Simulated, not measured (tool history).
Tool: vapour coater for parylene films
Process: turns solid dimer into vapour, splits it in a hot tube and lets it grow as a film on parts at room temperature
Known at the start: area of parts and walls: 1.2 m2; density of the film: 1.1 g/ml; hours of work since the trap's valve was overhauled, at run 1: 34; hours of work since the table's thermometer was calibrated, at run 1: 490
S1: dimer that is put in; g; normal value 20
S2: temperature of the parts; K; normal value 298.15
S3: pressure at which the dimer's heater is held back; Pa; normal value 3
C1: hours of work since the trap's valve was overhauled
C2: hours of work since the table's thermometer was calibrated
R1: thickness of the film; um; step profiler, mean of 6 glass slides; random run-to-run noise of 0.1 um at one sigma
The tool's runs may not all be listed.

{"run": 1, "hour": 0.0, "S1": 20, "S2": 298.15, "S3": 3, "C1": 34, "C2": 490, "R1": 12.37}
{"run": 2, "hour": 39.7, "S1": 20, "S2": 298.15, "S3": 3, "C1": 55, "C2": 511, "R1": 12.53}
{"run": 3, "hour": 78.5, "S1": 16, "S2": 298.15, "S3": 3, "C1": 76, "C2": 532, "R1": 10.04}
{"run": 4, "hour": 110.0, "S1": 16, "S2": 298.15, "S3": 3, "C1": 92, "C2": 548, "R1": 9.88}
{"run": 5, "hour": 130.7, "S1": 16, "S2": 298.15, "S3": 3, "C1": 104, "C2": 560, "R1": 9.84}
{"run": 6, "hour": 150.7, "S1": 16, "S2": 298.15, "S3": 3, "C1": 114, "C2": 570, "R1": 9.69}
{"run": 7, "hour": 172.4, "S1": 16, "S2": 298.15, "S3": 3, "C1": 126, "C2": 582, "R1": 9.66}
{"run": 8, "hour": 209.6, "S1": 16, "S2": 298.15, "S3": 3, "C1": 146, "C2": 602, "R1": 9.62}
{"run": 9, "hour": 238.1, "S1": 16, "S2": 298.15, "S3": 3, "C1": 161, "C2": 617, "R1": 9.66}
{"run": 10, "hour": 267.6, "S1": 16, "S2": 298.15, "S3": 3, "C1": 177, "C2": 633, "R1": 9.65}
{"run": 11, "hour": 305.8, "S1": 16, "S2": 298.15, "S3": 3, "C1": 197, "C2": 653, "R1": 9.53}
{"run": 12, "hour": 332.0, "S1": 20, "S2": 298.15, "S3": 3, "C1": 211, "C2": 667, "R1": 11.91}
{"run": 13, "hour": 370.4, "S1": 20, "S2": 298.15, "S3": 3, "C1": 232, "C2": 688, "R1": 11.79}

Predict the results of run 14:
{"hour": 376.6, "done": "trap's valve overhauled"}
{"run": 14, "hour": 398.8, "S1": 17, "S2": 297.15, "S3": 3, "C1": 12, "C2": 701, "R1": "?"}

{"run 14": {"R1": 10.87}}
Had the tool carried no hidden state, the very same run would have given R1 11.03 um.
